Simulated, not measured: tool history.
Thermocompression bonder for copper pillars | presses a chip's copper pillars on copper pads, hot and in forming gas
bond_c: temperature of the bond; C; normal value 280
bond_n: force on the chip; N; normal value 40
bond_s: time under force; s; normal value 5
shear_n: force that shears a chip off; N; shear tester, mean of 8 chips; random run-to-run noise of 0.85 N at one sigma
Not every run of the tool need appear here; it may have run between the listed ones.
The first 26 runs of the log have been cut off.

run	hour	bond_c	bond_n	bond_s	shear_n
27	1891.9	302	25	9	82.7
28	1983.3	272	29	5	49.5
29	2077.3	280	40	6	75.2
# hour 2163.3: heater calibrated with a thermocouple chip
30	2171.9	285	30	6	64.9
31	2265.4	285	30	6	66.0
32	2343.2	287	30	4	57.9
33	2422.4	280	40	3	57.2
34	2470.1	289	40	14	102.1
35	2527.8	289	40	14	103.8
36	2630.5	289	40	14	103.1

Predict each of these 4 candidate next runs independently; none follows another, all start after run 36:
A	2698.8	280	39	10	?
B	2698.8	268	31	14	?
C	2698.8	289	40	3	?
D	2698.8	257	53	10	?

run	shear_n
A	85.1
B	70.6
C	64.5
D	77.5
The same runs, with their run-to-run variation unchanged, on a tool lacking any hidden condition would have given:
run	shear_n
A	85.2
B	70.7
C	64.6
D	77.6
